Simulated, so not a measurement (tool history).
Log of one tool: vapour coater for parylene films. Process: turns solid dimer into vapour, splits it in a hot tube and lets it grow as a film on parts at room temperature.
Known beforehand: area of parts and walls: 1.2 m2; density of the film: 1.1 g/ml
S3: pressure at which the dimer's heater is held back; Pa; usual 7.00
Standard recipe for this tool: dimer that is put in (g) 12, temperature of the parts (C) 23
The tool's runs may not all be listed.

Run 1, hour 0.0: usual settings. Result: thickness of the film (nm) 5980.
Run 2, hour 41.4: usual settings. Result: thickness of the film (nm) 5880.
Run 3, hour 74.8: usual settings but S3 10.34 Pa. Result: thickness of the film (nm) 5490.
Run 4, hour 98.5: usual settings but S3 10.34 Pa. Result: thickness of the film (nm) 5470.
Run 5, hour 125.0: usual settings but S3 10.34 Pa. Result: thickness of the film (nm) 5470.
Run 6, hour 164.4: usual settings but S3 10.34 Pa. Result: thickness of the film (nm) 5320.
Run 7, hour 206.0: usual settings but S3 10.34 Pa. Result: thickness of the film (nm) 5340.
Run 8, hour 226.4: usual settings but S3 10.34 Pa. Result: thickness of the film (nm) 5450.
Run 9, hour 246.5: usual settings but S3 10.34 Pa. Result: thickness of the film (nm) 5450.
Run 10, hour 275.4: usual settings. Result: thickness of the film (nm) 5830.
Run 11, hour 310.6: usual settings. Result: thickness of the film (nm) 5850.
Run 12, hour 355.0: usual settings but dimer that is put in (g) 16, S3 11.41 Pa. Result: thickness of the film (nm) 7140.
Run 13, hour 387.0: usual settings but dimer that is put in (g) 9, temperature of the parts (C) 30. Result: thickness of the film (nm) 3510.
At hour 389.8: table's thermometer calibrated.
Run 14, hour 427.6: usual settings but S3 2.64 Pa. Result: thickness of the film (nm) 6910.

Run 15, settings as shown, results not yet in. Your forecast:
Run 15, hour 461.6: usual settings but S3 4.50 Pa. Result: thickness of the film (nm) ?.

thickness of the film (nm): 6330
Had the tool carried no hidden state, the very same run would have given thickness of the film (nm) 6560.
